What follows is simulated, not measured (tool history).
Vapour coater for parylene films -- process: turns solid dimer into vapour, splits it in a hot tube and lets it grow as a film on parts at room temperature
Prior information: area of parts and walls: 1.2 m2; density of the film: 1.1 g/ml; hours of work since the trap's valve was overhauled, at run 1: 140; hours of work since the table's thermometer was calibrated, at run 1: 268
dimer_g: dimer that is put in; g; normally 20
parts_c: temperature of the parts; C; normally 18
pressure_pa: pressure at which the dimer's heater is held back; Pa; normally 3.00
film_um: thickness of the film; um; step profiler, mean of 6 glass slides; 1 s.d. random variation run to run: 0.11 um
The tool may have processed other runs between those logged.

run   hour  dimer_g  parts_c  pressure_pa  hours of work since the trap's valve was overhauled  hours of work since the table's thermometer was calibrated  film_um
  1    0.0       20       18         3.00                                                  140                                                         268    13.37
  2   30.1       20       18         2.41                                                  156                                                         284    14.10
  3   64.8       20       11         3.00                                                  174                                                         302    14.66
  4   89.4       20       18         3.00                                                  187                                                         314    13.36
  5  114.3       20       18         3.00                                                  200                                                         327    13.43
  6  149.1       20       18         3.00                                                  218                                                         346    13.27
  7  181.1       20       18         3.00                                                  235                                                         362    13.21
  8  197.6       20       18         3.00                                                  243                                                         371    13.24
  9  235.0       20       18         3.00                                                  263                                                         390    13.31
 10  264.3       20       18         3.00                                                  278                                                         406    13.31
 11  295.2        9       18         3.53                                                  294                                                         422     5.81
 12  330.8       10       12         3.75                                                  313                                                         440     7.39
 13  365.3       12       29         3.75                                                  331                                                         458     4.83

Predict the results of run 14:
 14  382.3       14       25         5.82                                                  340                                                         467        ?

{"run 14": {"film_um": 5.94}}
On a tool with no hidden condition, and with the same random variation, this run would have come out at film_um 5.95 um.
